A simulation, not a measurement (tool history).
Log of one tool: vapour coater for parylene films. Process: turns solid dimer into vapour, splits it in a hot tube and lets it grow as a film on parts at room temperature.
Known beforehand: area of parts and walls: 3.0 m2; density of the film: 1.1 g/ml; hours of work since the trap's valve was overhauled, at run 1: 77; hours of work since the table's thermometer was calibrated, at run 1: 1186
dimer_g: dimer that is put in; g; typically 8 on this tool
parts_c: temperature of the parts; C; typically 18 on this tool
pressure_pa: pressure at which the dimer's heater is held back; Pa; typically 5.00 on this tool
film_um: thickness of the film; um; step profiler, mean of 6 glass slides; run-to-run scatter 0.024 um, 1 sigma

| run | hour | dimer_g | parts_c | pressure_pa | hours of work since the trap's valve was overhauled | hours of work since the table's thermometer was calibrated | film_um |
|---|---|---|---|---|---|---|---|
| 1 | 0.0 | 8 | 18 | 5.00 | 77 | 1186 | 1.50 |
| 2 | 55.7 | 8 | 18 | 5.00 | 112 | 1221 | 1.50 |
| 3 | 99.1 | 8 | 18 | 5.00 | 139 | 1248 | 1.45 |
| 4 | 134.6 | 8 | 18 | 5.00 | 161 | 1270 | 1.48 |
| 5 | 181.3 | 9 | 18 | 5.00 | 191 | 1299 | 1.66 |
| 6 | 213.5 | 8 | 12 | 5.00 | 211 | 1320 | 1.76 |
| 7 | 260.9 | 10 | 18 | 5.00 | 241 | 1349 | 1.81 |
| 8 | 301.0 | 7 | 18 | 5.00 | 266 | 1375 | 1.24 |
| 9 | 355.8 | 7 | 18 | 5.00 | 300 | 1409 | 1.24 |
| 10 | 404.6 | 3 | 28 | 6.40 | 331 | 1439 | 0.38 |
| 11 | 460.8 | 6 | 18 | 2.35 | 366 | 1475 | 1.11 |
| 12 | 484.7 | 8 | 18 | 2.20 | 381 | 1490 | 1.45 |
| 13 | 526.6 | 8 | 20 | 6.39 | 407 | 1516 | 1.29 |
| 14 | 565.6 | 8 | 14 | 8.20 | 432 | 1540 | 1.53 |
| 15 | 617.8 | 8 | 14 | 3.34 | 464 | 1573 | 1.59 |
| 16 | 657.9 | 8 | 27 | 5.00 | 489 | 1598 | 1.03 |
| 17 | 704.8 | 8 | 12 | 7.21 | 519 | 1628 | 1.58 |

4 options for the next run, each taken on its own from the tool as it stands now. Forecast them:
| A | 734.6 | 5 | 13 | 7.17 | 538 | 1646 | ? |
| B | 734.6 | 8 | 16 | 5.00 | 538 | 1646 | ? |
| C | 734.6 | 6 | 18 | 5.00 | 538 | 1646 | ? |
| D | 734.6 | 8 | 18 | 8.15 | 538 | 1646 | ? |

| run | film_um |
|---|---|
| A | 0.96 |
| B | 1.42 |
| C | 1.08 |
| D | 1.28 |
Without the tool's hidden state the same runs would have given:
| run | film_um |
|---|---|
| A | 1.12 |
| B | 1.65 |
| C | 1.24 |
| D | 1.49 |
